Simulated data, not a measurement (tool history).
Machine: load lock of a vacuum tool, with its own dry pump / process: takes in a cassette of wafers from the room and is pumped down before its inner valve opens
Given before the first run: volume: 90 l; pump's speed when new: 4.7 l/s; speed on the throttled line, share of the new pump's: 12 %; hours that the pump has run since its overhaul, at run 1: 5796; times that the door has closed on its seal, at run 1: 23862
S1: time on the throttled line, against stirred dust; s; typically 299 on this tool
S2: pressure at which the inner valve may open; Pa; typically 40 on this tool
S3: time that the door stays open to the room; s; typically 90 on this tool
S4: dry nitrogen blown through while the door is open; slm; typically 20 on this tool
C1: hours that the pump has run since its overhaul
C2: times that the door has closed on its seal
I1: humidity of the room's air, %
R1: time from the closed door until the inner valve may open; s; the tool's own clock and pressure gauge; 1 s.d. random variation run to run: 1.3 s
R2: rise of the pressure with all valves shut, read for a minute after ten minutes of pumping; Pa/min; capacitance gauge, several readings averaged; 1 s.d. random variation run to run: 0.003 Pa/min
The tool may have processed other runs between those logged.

{"run": 1, "hour": 0.0, "S1": 299, "S2": 40, "S3": 90, "S4": 20, "C1": 5796, "C2": 23862, "I1": 43.9, "R1": 412.6, "R2": 0.031}
{"run": 2, "hour": 354.0, "S1": 299, "S2": 52, "S3": 90, "S4": 20, "C1": 6150, "C2": 24954, "I1": 41.4, "R1": 406.7, "R2": 0.029}
{"run": 3, "hour": 619.8, "S1": 299, "S2": 52, "S3": 90, "S4": 20, "C1": 6416, "C2": 25773, "I1": 44.4, "R1": 410.0, "R2": 0.036}
{"run": 4, "hour": 840.7, "S1": 299, "S2": 52, "S3": 90, "S4": 20, "C1": 6636, "C2": 26454, "I1": 44.1, "R1": 406.4, "R2": 0.036}
{"run": 5, "hour": 1177.0, "S1": 299, "S2": 40, "S3": 90, "S4": 20, "C1": 6973, "C2": 27491, "I1": 50.9, "R1": 410.7, "R2": 0.037}
{"run": 6, "hour": 1509.0, "S1": 299, "S2": 40, "S3": 90, "S4": 20, "C1": 7305, "C2": 28515, "I1": 42.8, "R1": 414.4, "R2": 0.028}
{"run": 7, "hour": 1950.0, "S1": 299, "S2": 40, "S3": 90, "S4": 34, "C1": 7746, "C2": 29875, "I1": 44.8, "R1": 412.0, "R2": 0.02}
{"run": 8, "hour": 2412.1, "S1": 299, "S2": 56, "S3": 90, "S4": 20, "C1": 8208, "C2": 31300, "I1": 46.5, "R1": 407.6, "R2": 0.033}
{"run": 9, "hour": 2916.5, "S1": 299, "S2": 56, "S3": 90, "S4": 20, "C1": 8712, "C2": 32856, "I1": 45.7, "R1": 406.5, "R2": 0.037}
{"run": 10, "hour": 3286.5, "S1": 299, "S2": 56, "S3": 90, "S4": 20, "C1": 9082, "C2": 33997, "I1": 46.6, "R1": 405.6, "R2": 0.035}
{"run": 11, "hour": 3614.2, "S1": 459, "S2": 40, "S3": 90, "S4": 14, "C1": 9410, "C2": 35007, "I1": 48.0, "R1": 554.2, "R2": 0.038}
{"run": 12, "hour": 4065.1, "S1": 341, "S2": 40, "S3": 90, "S4": 14, "C1": 9861, "C2": 36398, "I1": 50.8, "R1": 449.3, "R2": 0.05}
{"run": 13, "hour": 4530.4, "S1": 516, "S2": 45, "S3": 67, "S4": 4, "C1": 10326, "C2": 37833, "I1": 46.7, "R1": 603.5, "R2": 0.055}
{"run": 14, "hour": 4967.5, "S1": 567, "S2": 28, "S3": 37, "S4": 35, "C1": 10763, "C2": 39181, "I1": 46.3, "R1": 656.8, "R2": 0.013}
{"run": 15, "hour": 5328.2, "S1": 567, "S2": 45, "S3": 37, "S4": 21, "C1": 11124, "C2": 40293, "I1": 42.5, "R1": 647.9, "R2": 0.015}
{"run": 16, "hour": 5627.8, "S1": 299, "S2": 36, "S3": 201, "S4": 6, "C1": 11424, "C2": 41217, "I1": 40.8, "R1": 415.8, "R2": 0.089}
{"run": 17, "hour": 5933.2, "S1": 299, "S2": 49, "S3": 90, "S4": 8, "C1": 11729, "C2": 42159, "I1": 48.3, "R1": 406.9, "R2": 0.054}
{"run": 18, "hour": 6436.5, "S1": 299, "S2": 49, "S3": 90, "S4": 8, "C1": 12232, "C2": 43711, "I1": 45.5, "R1": 407.1, "R2": 0.056}
{"run": 19, "hour": 6927.7, "S1": 299, "S2": 49, "S3": 90, "S4": 8, "C1": 12723, "C2": 45226, "I1": 48.6, "R1": 408.2, "R2": 0.058}
{"run": 20, "hour": 7162.1, "S1": 299, "S2": 49, "S3": 90, "S4": 9, "C1": 12958, "C2": 45949, "I1": 44.9, "R1": 409.3, "R2": 0.051}

Consider 3 possible next runs. They are alternatives, not a sequence: every one starts from the tool as it was left by run 20. What does each give?
{"run": "A", "hour": 7459.7, "S1": 299, "S2": 40, "S3": 129, "S4": 20, "C1": 13255, "C2": 46867, "I1": 45.6, "R1": "?", "R2": "?"}
{"run": "B", "hour": 7459.7, "S1": 299, "S2": 50, "S3": 90, "S4": 11, "C1": 13255, "C2": 46867, "I1": 43.7, "R1": "?", "R2": "?"}
{"run": "C", "hour": 7459.7, "S1": 299, "S2": 49, "S3": 186, "S4": 8, "C1": 13255, "C2": 46867, "I1": 45.0, "R1": "?", "R2": "?"}

run=A R1=412.8 R2=0.047
run=B R1=408.7 R2=0.044
run=C R1=411.4 R2=0.082
Without the tool's unlogged condition, the same runs would have read:
run=A R1=412.7 R2=0.047
run=B R1=408.6 R2=0.043
run=C R1=411.4 R2=0.082
